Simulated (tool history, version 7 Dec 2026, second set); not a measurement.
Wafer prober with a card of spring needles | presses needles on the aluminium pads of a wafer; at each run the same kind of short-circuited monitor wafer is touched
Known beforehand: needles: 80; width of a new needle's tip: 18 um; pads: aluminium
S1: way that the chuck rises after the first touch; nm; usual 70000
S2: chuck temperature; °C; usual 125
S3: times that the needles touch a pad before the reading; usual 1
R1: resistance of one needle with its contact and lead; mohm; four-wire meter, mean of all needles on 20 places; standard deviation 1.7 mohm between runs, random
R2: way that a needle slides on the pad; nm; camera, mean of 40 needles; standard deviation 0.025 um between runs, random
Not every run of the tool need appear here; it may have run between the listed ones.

| run | hour | S1 | S2 | S3 | R1 | R2 |
|---|---|---|---|---|---|---|
| 1 | 0 | 70000 | 125 | 1 | 169 | 12750 |
|  | 10.9 | tips cleaned on abrasive film |
|  | 24.6 | tips cleaned on abrasive film |
|  | 38.1 | tips cleaned on abrasive film |
|  | 49 | tips cleaned on abrasive film |
| 2 | 49.3 | 70000 | 125 | 1 | 172 | 12770 |
|  | 60.2 | tips cleaned on abrasive film |
|  | 71.2 | tips cleaned on abrasive film |
|  | 82.1 | tips cleaned on abrasive film |
|  | 95.8 | tips cleaned on abrasive film |
| 3 | 104.8 | 70000 | 125 | 1 | 172 | 12800 |
|  | 107.6 | tips cleaned on abrasive film |
|  | 121.2 | tips cleaned on abrasive film |
|  | 132.2 | tips cleaned on abrasive film |
|  | 145.8 | tips cleaned on abrasive film |
|  | 148.8 | height of the first contact set anew |
|  | 157.1 | tips cleaned on abrasive film |
| 4 | 160.5 | 70000 | 125 | 1 | 169 | 12780 |
|  | 168.5 | tips cleaned on abrasive film |
|  | 179.5 | tips cleaned on abrasive film |
|  | 190.4 | tips cleaned on abrasive film |
|  | 204 | tips cleaned on abrasive film |
|  | 217.5 | tips cleaned on abrasive film |
| 5 | 221.3 | 70000 | 125 | 1 | 170 | 12850 |
|  | 229.6 | tips cleaned on abrasive film |
|  | 243.2 | tips cleaned on abrasive film |
|  | 254.1 | tips cleaned on abrasive film |
|  | 265.1 | tips cleaned on abrasive film |
|  | 278.7 | tips cleaned on abrasive film |
| 6 | 282.5 | 70000 | 125 | 1 | 171 | 12840 |
|  | 290.8 | tips cleaned on abrasive film |
|  | 301.7 | tips cleaned on abrasive film |
|  | 315.3 | tips cleaned on abrasive film |
| 7 | 323.8 | 70000 | 125 | 1 | 172 | 12860 |
|  | 326.6 | tips cleaned on abrasive film |
|  | 337.6 | tips cleaned on abrasive film |
|  | 351.2 | tips cleaned on abrasive film |
| 8 | 353.8 | 70000 | 125 | 1 | 168 | 12840 |
|  | 364.4 | tips cleaned on abrasive film |
|  | 378 | tips cleaned on abrasive film |
|  | 389.1 | height of the first contact set anew |
|  | 391.9 | tips cleaned on abrasive film |
| 9 | 401.7 | 70000 | 125 | 1 | 169 | 12890 |
|  | 404.5 | tips cleaned on abrasive film |
|  | 415.4 | tips cleaned on abrasive film |
|  | 426.3 | tips cleaned on abrasive film |
| 10 | 434.9 | 70000 | 48 | 1 | 156 | 12900 |
|  | 437.7 | tips cleaned on abrasive film |
|  | 448.7 | tips cleaned on abrasive film |
|  | 462.1 | tips cleaned on abrasive film |
|  | 475.6 | tips cleaned on abrasive film |
| 11 | 478.3 | 70000 | 48 | 1 | 157 | 12850 |
|  | 489.2 | tips cleaned on abrasive film |
|  | 500.1 | tips cleaned on abrasive film |
|  | 511.1 | tips cleaned on abrasive film |
|  | 522 | tips cleaned on abrasive film |
| 12 | 525.2 | 70000 | 48 | 1 | 154 | 12950 |
|  | 533.4 | tips cleaned on abrasive film |
|  | 546.9 | tips cleaned on abrasive film |
|  | 560.5 | tips cleaned on abrasive film |
|  | 571.5 | tips cleaned on abrasive film |
| 13 | 572.9 | 70000 | 48 | 1 | 155 | 12950 |
|  | 583.6 | tips cleaned on abrasive film |
|  | 594.6 | tips cleaned on abrasive film |
|  | 605.5 | tips cleaned on abrasive film |
| 14 | 612.6 | 70000 | 42 | 1 | 156 | 12890 |
|  | 618.2 | tips cleaned on abrasive film |
|  | 629.1 | tips cleaned on abrasive film |
|  | 629.4 | height of the first contact set anew |
|  | 634.8 | gauge calibrated |
| 15 | 638.5 | 70000 | 63 | 1 | 157 | 12750 |
|  | 641.3 | tips cleaned on abrasive film |
|  | 652.2 | tips cleaned on abrasive film |
|  | 665.6 | tips cleaned on abrasive film |
|  | 679.3 | tips cleaned on abrasive film |
| 16 | 687.3 | 70000 | 63 | 1 | 161 | 12800 |
|  | 692.8 | tips cleaned on abrasive film |
|  | 706.5 | tips cleaned on abrasive film |
|  | 720.1 | tips cleaned on abrasive film |
|  | 733.8 | tips cleaned on abrasive film |
| 17 | 737.2 | 87000 | 26 | 2 | 146 | 15940 |
|  | 745.4 | tips cleaned on abrasive film |
|  | 756.4 | tips cleaned on abrasive film |
|  | 767.3 | tips cleaned on abrasive film |
| 18 | 769 | 70000 | 59 | 1 | 156 | 12800 |
|  | 779.9 | tips cleaned on abrasive film |
|  | 793.4 | tips cleaned on abrasive film |
| 19 | 802.6 | 70000 | 59 | 1 | 158 | 12810 |
|  | 805.4 | tips cleaned on abrasive film |
|  | 816.3 | tips cleaned on abrasive film |
|  | 828.3 | card fitted with new needles |
|  | 839.3 | tips cleaned on abrasive film |
|  | 852.7 | tips cleaned on abrasive film |
| 20 | 861.4 | 70000 | 59 | 1 | 157 | 12810 |
|  | 864.2 | tips cleaned on abrasive film |
|  | 877.7 | tips cleaned on abrasive film |
|  | 888.7 | tips cleaned on abrasive film |
| 21 | 894.9 | 64000 | 72 | 3 | 162 | 11760 |
|  | 900.3 | tips cleaned on abrasive film |
|  | 914 | tips cleaned on abrasive film |
|  | 927.6 | tips cleaned on abrasive film |
|  | 940.7 | tips cleaned on abrasive film |
| 22 | 940.7 | 70000 | 28 | 1 | 152 | 12840 |
|  | 951.6 | tips cleaned on abrasive film |
|  | 962.6 | tips cleaned on abrasive film |
|  | 973.5 | tips cleaned on abrasive film |
|  | 984.4 | tips cleaned on abrasive film |
| 23 | 994.1 | 70000 | 28 | 1 | 152 | 12910 |
|  | 996.9 | tips cleaned on abrasive film |
|  | 1007.9 | tips cleaned on abrasive film |
|  | 1018.8 | tips cleaned on abrasive film |
|  | 1032.3 | tips cleaned on abrasive film |
|  | 1043.2 | tips cleaned on abrasive film |
| 24 | 1050.2 | 66000 | 41 | 1 | 156 | 12130 |
|  | 1055.7 | tips cleaned on abrasive film |
|  | 1069.2 | tips cleaned on abrasive film |
|  | 1069.5 | height of the first contact set anew |
|  | 1080.5 | tips cleaned on abrasive film |
|  | 1091.4 | tips cleaned on abrasive film |
|  | 1105.1 | tips cleaned on abrasive film |
| 25 | 1110.8 | 70000 | 80 | 1 | 163 | 12880 |
|  | 1116.3 | tips cleaned on abrasive film |
|  | 1129.9 | tips cleaned on abrasive film |
|  | 1140.8 | tips cleaned on abrasive film |
|  | 1154.3 | tips cleaned on abrasive film |
|  | 1165.2 | tips cleaned on abrasive film |
| 26 | 1165.5 | 70000 | 80 | 1 | 161 | 12890 |

Forecast each of these 3 alternatives for the next run:
|  | 1176.4 | tips cleaned on abrasive film |
|  | 1189.9 | tips cleaned on abrasive film |
|  | 1200.8 | tips cleaned on abrasive film |
|  | 1211.7 | tips cleaned on abrasive film |
| A | 1222 | 69000 | 125 | 1 | ? | ? |
|  | 1176.4 | tips cleaned on abrasive film |
|  | 1189.9 | tips cleaned on abrasive film |
|  | 1200.8 | tips cleaned on abrasive film |
|  | 1211.7 | tips cleaned on abrasive film |
| B | 1222 | 62000 | 80 | 3 | ? | ? |
|  | 1176.4 | tips cleaned on abrasive film |
|  | 1189.9 | tips cleaned on abrasive film |
|  | 1200.8 | tips cleaned on abrasive film |
|  | 1211.7 | tips cleaned on abrasive film |
| C | 1222 | 70000 | 111 | 1 | ? | ? |

| run | R1 | R2 |
|---|---|---|
| A | 170 | 12720 |
| B | 166 | 11460 |
| C | 169 | 12920 |
Without the tool's unlogged condition, the same runs would have read:
| run | R1 | R2 |
|---|---|---|
| A | 170 | 12570 |
| B | 166 | 11320 |
| C | 169 | 12770 |
